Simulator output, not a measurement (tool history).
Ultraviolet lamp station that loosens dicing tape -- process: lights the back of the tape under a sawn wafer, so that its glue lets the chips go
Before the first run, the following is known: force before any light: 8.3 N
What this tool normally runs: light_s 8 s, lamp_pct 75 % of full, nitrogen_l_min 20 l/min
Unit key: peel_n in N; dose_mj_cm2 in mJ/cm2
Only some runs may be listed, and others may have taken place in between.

run,day,light_s,lamp_pct,nitrogen_l_min,peel_n,dose_mj_cm2
1,0,8,75,20,0.285,241
2,3.004,8,75,20,0.299,236
3,6.029,8,75,20,0.332,229
4,7.671,8,75,20,0.328,224
5,9.033,8,75,20,0.337,221
6,11.371,8,75,20,0.357,220
7,13.679,8,69,20,0.459,200
8,15.771,15,70,20,0.085,378
9,18.479,6,93,30,0.347,199
10,20.379,6,93,30,0.367,200
11,22.383,6,93,30,0.368,193
12,23.938,6,93,30,0.383,193
13,25.254,9,96,12,0.271,293
14,26.804,10,75,20,0.253,250

A few steps of peel_n between consecutive runs. Split each: what settings, incoming material and random variation would produce without the hidden state, and what is left over for the hidden state, along with gauge scatter present in only one of the two compared results (measured, and without hidden state):
Unlogged tool condition in this case: lamp's light, % of a new lamp's; light that the window lets through, % of a clean one's; drift of the gauge itself on peel_n, %; drift of the gauge itself on dose_mj_cm2, %.
Run 7 -> 8: light_s 8 -> 15, lamp_pct 69 -> 70. peel_n -0.374 N: hidden state -0.266, all else -0.108.

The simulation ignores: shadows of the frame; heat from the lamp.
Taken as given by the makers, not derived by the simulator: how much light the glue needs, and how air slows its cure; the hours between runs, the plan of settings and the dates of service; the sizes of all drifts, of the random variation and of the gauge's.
